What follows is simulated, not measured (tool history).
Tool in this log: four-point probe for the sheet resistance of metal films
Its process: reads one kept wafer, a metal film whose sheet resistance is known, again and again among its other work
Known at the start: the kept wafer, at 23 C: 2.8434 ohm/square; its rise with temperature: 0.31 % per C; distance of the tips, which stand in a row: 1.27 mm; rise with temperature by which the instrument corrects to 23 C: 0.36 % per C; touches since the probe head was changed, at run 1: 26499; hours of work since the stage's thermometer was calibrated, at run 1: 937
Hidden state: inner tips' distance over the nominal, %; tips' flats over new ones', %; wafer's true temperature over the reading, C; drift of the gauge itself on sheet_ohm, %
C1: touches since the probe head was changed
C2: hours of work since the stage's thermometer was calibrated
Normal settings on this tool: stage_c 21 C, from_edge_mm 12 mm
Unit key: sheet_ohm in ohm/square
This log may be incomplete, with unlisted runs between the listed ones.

{"run": 1, "hour": 0.0, "stage_c": 21, "from_edge_mm": 12, "C1": 26499, "C2": 937, "sheet_ohm": 2.862425}
{"run": 2, "hour": 23.8, "stage_c": 31, "from_edge_mm": 12, "C1": 27887, "C2": 955, "sheet_ohm": 2.848678}
{"run": 3, "hour": 49.2, "stage_c": 31, "from_edge_mm": 12, "C1": 29369, "C2": 975, "sheet_ohm": 2.848761}
{"run": 4, "hour": 67.8, "stage_c": 31, "from_edge_mm": 12, "C1": 30453, "C2": 990, "sheet_ohm": 2.847925}
{"run": 5, "hour": 81.6, "stage_c": 26, "from_edge_mm": 12, "C1": 31263, "C2": 1000, "sheet_ohm": 2.857265}
{"run": 6, "hour": 102.5, "stage_c": 26, "from_edge_mm": 12, "C1": 32483, "C2": 1017, "sheet_ohm": 2.856451}
{"run": 7, "hour": 116.8, "stage_c": 21, "from_edge_mm": 12, "C1": 33316, "C2": 1028, "sheet_ohm": 2.864738}
{"run": 8, "hour": 130.0, "stage_c": 27, "from_edge_mm": 12, "C1": 34087, "C2": 1038, "sheet_ohm": 2.855251}
{"run": 9, "hour": 141.5, "stage_c": 21, "from_edge_mm": 16, "C1": 34754, "C2": 1047, "sheet_ohm": 2.857565}
{"run": 10, "hour": 159.9, "stage_c": 21, "from_edge_mm": 16, "C1": 35831, "C2": 1062, "sheet_ohm": 2.857419}
{"run": 11, "hour": 174.6, "stage_c": 21, "from_edge_mm": 16, "C1": 36685, "C2": 1073, "sheet_ohm": 2.857598}
{"run": 12, "hour": 188.7, "stage_c": 21, "from_edge_mm": 16, "C1": 37510, "C2": 1084, "sheet_ohm": 2.857985}
{"run": 13, "hour": 216.2, "stage_c": 21, "from_edge_mm": 37, "C1": 39113, "C2": 1105, "sheet_ohm": 2.851225}
{"run": 14, "hour": 228.7, "stage_c": 21, "from_edge_mm": 37, "C1": 39843, "C2": 1115, "sheet_ohm": 2.850848}
{"run": 15, "hour": 255.1, "stage_c": 21, "from_edge_mm": 37, "C1": 41381, "C2": 1136, "sheet_ohm": 2.849535}
{"run": 16, "hour": 271.2, "stage_c": 21, "from_edge_mm": 37, "C1": 42325, "C2": 1148, "sheet_ohm": 2.850819}
{"run": 17, "hour": 283.1, "stage_c": 21, "from_edge_mm": 20, "C1": 43017, "C2": 1158, "sheet_ohm": 2.856618}
{"run": 18, "hour": 297.8, "stage_c": 21, "from_edge_mm": 42, "C1": 43873, "C2": 1169, "sheet_ohm": 2.851648}
{"run": 19, "hour": 321.5, "stage_c": 28, "from_edge_mm": 60, "C1": 45259, "C2": 1188, "sheet_ohm": 2.839518}
{"run": 20, "hour": 337.2, "stage_c": 30, "from_edge_mm": 12, "C1": 46175, "C2": 1200, "sheet_ohm": 2.852539}
{"run": 21, "hour": 354.3, "stage_c": 30, "from_edge_mm": 12, "C1": 47169, "C2": 1213, "sheet_ohm": 2.853086}
{"run": 22, "hour": 365.5, "stage_c": 30, "from_edge_mm": 12, "C1": 47824, "C2": 1222, "sheet_ohm": 2.853707}
{"run": 23, "hour": 384.8, "stage_c": 24, "from_edge_mm": 47, "C1": 48951, "C2": 1237, "sheet_ohm": 2.846368}

Forecast each of these 5 alternatives for the next run:
{"run": "A", "hour": 399.3, "stage_c": 28, "from_edge_mm": 37, "C1": 49795, "C2": 1248, "sheet_ohm": "?"}
{"run": "B", "hour": 399.3, "stage_c": 19, "from_edge_mm": 6, "C1": 49795, "C2": 1248, "sheet_ohm": "?"}
{"run": "C", "hour": 399.3, "stage_c": 26, "from_edge_mm": 47, "C1": 49795, "C2": 1248, "sheet_ohm": "?"}
{"run": "D", "hour": 399.3, "stage_c": 32, "from_edge_mm": 12, "C1": 49795, "C2": 1248, "sheet_ohm": "?"}
{"run": "E", "hour": 399.3, "stage_c": 28, "from_edge_mm": 4, "C1": 49795, "C2": 1248, "sheet_ohm": "?"}

run=A sheet_ohm=2.840809
run=B sheet_ohm=2.921063
run=C sheet_ohm=2.844292
run=D sheet_ohm=2.851299
run=E sheet_ohm=2.985109
With the hidden condition removed and each run's random variation left untouched, the same runs would have given:
run=A sheet_ohm=2.837060
run=B sheet_ohm=2.917128
run=C sheet_ohm=2.840521
run=D sheet_ohm=2.847570
run=E sheet_ohm=2.981173
